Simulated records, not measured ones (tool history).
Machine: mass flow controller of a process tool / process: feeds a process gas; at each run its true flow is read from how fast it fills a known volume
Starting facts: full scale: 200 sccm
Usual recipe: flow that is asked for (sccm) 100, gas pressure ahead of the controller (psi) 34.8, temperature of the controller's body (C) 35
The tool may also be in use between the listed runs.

run	hour	flow that is asked for (sccm)	gas pressure ahead of the controller (psi)	temperature of the controller's body (C)	true flow (%)
1	0.0	100	34.8	35	99.00
2	74.6	100	34.8	35	99.04
3	144.5	100	34.8	35	98.97
4	222.4	100	34.8	35	98.91
5	308.0	100	34.8	35	98.86
6	362.3	100	34.8	35	99.04
7	419.0	100	34.8	35	98.98
8	476.8	100	37.3	35	98.99
9	540.5	100	37.3	35	99.00
10	614.0	38	38.6	35	95.08
11	656.4	43	27.0	29	96.41
12	720.6	72	36.3	25	98.89
13	775.3	24	34.8	22	92.74
14	836.8	150	34.8	26	101.02
# hour 870.4: controller exchanged for a calibrated one
15	896.1	31	36.3	35	97.51
16	941.7	64	36.3	23	98.81
17	992.2	164	20.5	26	99.68
18	1074.2	93	34.8	27	98.78

Below are 5 alternative next runs, each starting from the tool's condition after run 18. Predict each:
A	1150.1	161	34.8	21	?
B	1150.1	40	34.8	27	?
C	1150.1	93	34.1	23	?
D	1150.1	20	20.7	35	?
E	1150.1	40	30.7	22	?

run	true flow (%)
A	99.89
B	98.29
C	99.17
D	97.00
E	98.60
Had the tool no hidden state, the same runs would have come out as:
run	true flow (%)
A	99.99
B	98.62
C	99.33
D	97.65
E	98.93
